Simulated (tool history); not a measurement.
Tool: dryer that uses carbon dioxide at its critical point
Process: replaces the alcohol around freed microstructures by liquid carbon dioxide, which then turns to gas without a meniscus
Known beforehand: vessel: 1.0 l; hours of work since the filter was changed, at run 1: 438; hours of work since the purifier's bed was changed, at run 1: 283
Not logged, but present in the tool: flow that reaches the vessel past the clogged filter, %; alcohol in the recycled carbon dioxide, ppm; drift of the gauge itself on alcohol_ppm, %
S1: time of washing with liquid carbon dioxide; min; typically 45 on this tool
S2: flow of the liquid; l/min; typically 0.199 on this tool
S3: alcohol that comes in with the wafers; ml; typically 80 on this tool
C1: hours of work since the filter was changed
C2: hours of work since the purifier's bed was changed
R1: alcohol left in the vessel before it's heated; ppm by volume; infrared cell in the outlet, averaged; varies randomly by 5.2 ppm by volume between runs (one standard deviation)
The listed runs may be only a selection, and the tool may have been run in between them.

run 1 day=0 | S1=45 S2=0.199 S3=80 | C1=438 C2=283 | R1=291
run 2 day=0.483 | S1=45 S2=0.199 S3=60 | C1=447 C2=292 | R1=252
run 3 day=0.908 | S1=45 S2=0.33 S3=80 | C1=455 C2=300 | R1=114
run 4 day=1.375 | S1=45 S2=0.199 S3=80 | C1=464 C2=309 | R1=329
run 5 day=1.629 | S1=45 S2=0.199 S3=80 | C1=469 C2=314 | R1=320
run 6 day=2.108 | S1=45 S2=0.199 S3=21 | C1=478 C2=323 | R1=171
run 7 day=2.429 | S1=45 S2=0.199 S3=21 | C1=484 C2=329 | R1=171
run 8 day=2.8 | S1=45 S2=0.199 S3=21 | C1=491 C2=336 | R1=171
run 9 day=3.175 | S1=45 S2=0.199 S3=80 | C1=498 C2=343 | R1=352
run 10 day=3.596 | S1=45 S2=0.199 S3=80 | C1=506 C2=351 | R1=347
run 11 day=3.833 | S1=45 S2=0.199 S3=80 | C1=511 C2=356 | R1=357
run 12 day=4.25 | S1=45 S2=0.199 S3=80 | C1=518 C2=364 | R1=347
run 13 day=4.525 | S1=45 S2=0.199 S3=54 | C1=524 C2=369 | R1=290
run 14 day=4.738 | S1=45 S2=0.199 S3=54 | C1=528 C2=373 | R1=302
run 15 day=4.975 | S1=45 S2=0.199 S3=80 | C1=532 C2=377 | R1=366
run 16 day=5.317 | S1=45 S2=0.199 S3=80 | C1=539 C2=384 | R1=365
run 17 day=5.588 | S1=45 S2=0.199 S3=80 | C1=544 C2=389 | R1=370
-- day=5.788 inlet filter changed
run 18 day=5.854 | S1=45 S2=0.253 S3=80 | C1=1 C2=393 | R1=160
run 19 day=6.117 | S1=45 S2=0.253 S3=80 | C1=6 C2=398 | R1=155
run 20 day=6.458 | S1=45 S2=0.169 S3=80 | C1=13 C2=405 | R1=414
run 21 day=6.812 | S1=45 S2=0.169 S3=80 | C1=19 C2=412 | R1=403
run 22 day=7.112 | S1=45 S2=0.199 S3=72 | C1=25 C2=417 | R1=234
run 23 day=7.475 | S1=45 S2=0.199 S3=72 | C1=32 C2=424 | R1=228
run 24 day=7.942 | S1=45 S2=0.199 S3=72 | C1=41 C2=433 | R1=228
run 25 day=8.442 | S1=31 S2=0.124 S3=23 | C1=50 C2=443 | R1=1535
run 26 day=8.875 | S1=55 S2=0.157 S3=80 | C1=59 C2=451 | R1=292
run 27 day=9.354 | S1=55 S2=0.157 S3=80 | C1=68 C2=460 | R1=312
run 28 day=9.592 | S1=55 S2=0.137 S3=54 | C1=72 C2=464 | R1=384
run 29 day=9.954 | S1=59 S2=0.151 S3=80 | C1=79 C2=471 | R1=281
run 30 day=10.242 | S1=59 S2=0.151 S3=80 | C1=85 C2=477 | R1=272
run 31 day=10.654 | S1=32 S2=0.199 S3=33 | C1=93 C2=485 | R1=459
run 32 day=11.129 | S1=53 S2=0.125 S3=80 | C1=102 C2=494 | R1=824
run 33 day=11.608 | S1=53 S2=0.125 S3=80 | C1=111 C2=503 | R1=830
run 34 day=11.896 | S1=34 S2=0.204 S3=77 | C1=116 C2=508 | R1=623
run 35 day=12.354 | S1=52 S2=0.155 S3=25 | C1=125 C2=517 | R1=248
run 36 day=12.762 | S1=60 S2=0.155 S3=28 | C1=133 C2=525 | R1=212
run 37 day=12.992 | S1=35 S2=0.199 S3=85 | C1=137 C2=529 | R1=695
run 38 day=13.288 | S1=29 S2=0.222 S3=22 | C1=143 C2=535 | R1=390
run 39 day=13.667 | S1=29 S2=0.222 S3=22 | C1=150 C2=542 | R1=380
run 40 day=14.154 | S1=29 S2=0.222 S3=22 | C1=159 C2=551 | R1=392
run 41 day=14.542 | S1=45 S2=0.126 S3=34 | C1=167 C2=559 | R1=789
run 42 day=14.896 | S1=45 S2=0.126 S3=34 | C1=173 C2=565 | R1=789
run 43 day=15.154 | S1=64 S2=0.263 S3=37 | C1=178 C2=570 | R1=186
run 44 day=15.533 | S1=45 S2=0.321 S3=64 | C1=185 C2=577 | R1=215
run 45 day=15.896 | S1=45 S2=0.321 S3=64 | C1=192 C2=584 | R1=218
run 46 day=16.154 | S1=45 S2=0.321 S3=64 | C1=197 C2=589 | R1=209
run 47 day=16.542 | S1=45 S2=0.321 S3=64 | C1=205 C2=597 | R1=201
run 48 day=16.904 | S1=50 S2=0.285 S3=80 | C1=211 C2=603 | R1=210

Some steps in R1 between neighbouring runs. How much of each would the tool show without its hidden state too (settings, what came in, random variation), and how much is left for the hidden state, with any gauge scatter that isn't in both results?
Run 3 -> 4: S2 0.33 -> 0.199. R1 +215 ppm by volume: hidden state +123, all else +92.
Run 17 -> 18: S2 0.199 -> 0.253, inlet filter changed. R1 -210 ppm by volume: hidden state -139, all else -71.
Run 24 -> 25: S1 45 -> 31, S2 0.199 -> 0.124, S3 72 -> 23. R1 +1307 ppm by volume: hidden state +56, all else +1251.
Run 25 -> 26: S1 31 -> 55, S2 0.124 -> 0.157, S3 23 -> 80. R1 -1243 ppm by volume: hidden state -44, all else -1199.
Run 42 -> 43: S1 45 -> 64, S2 0.126 -> 0.263, S3 34 -> 37. R1 -603 ppm by volume: hidden state -107, all else -496.

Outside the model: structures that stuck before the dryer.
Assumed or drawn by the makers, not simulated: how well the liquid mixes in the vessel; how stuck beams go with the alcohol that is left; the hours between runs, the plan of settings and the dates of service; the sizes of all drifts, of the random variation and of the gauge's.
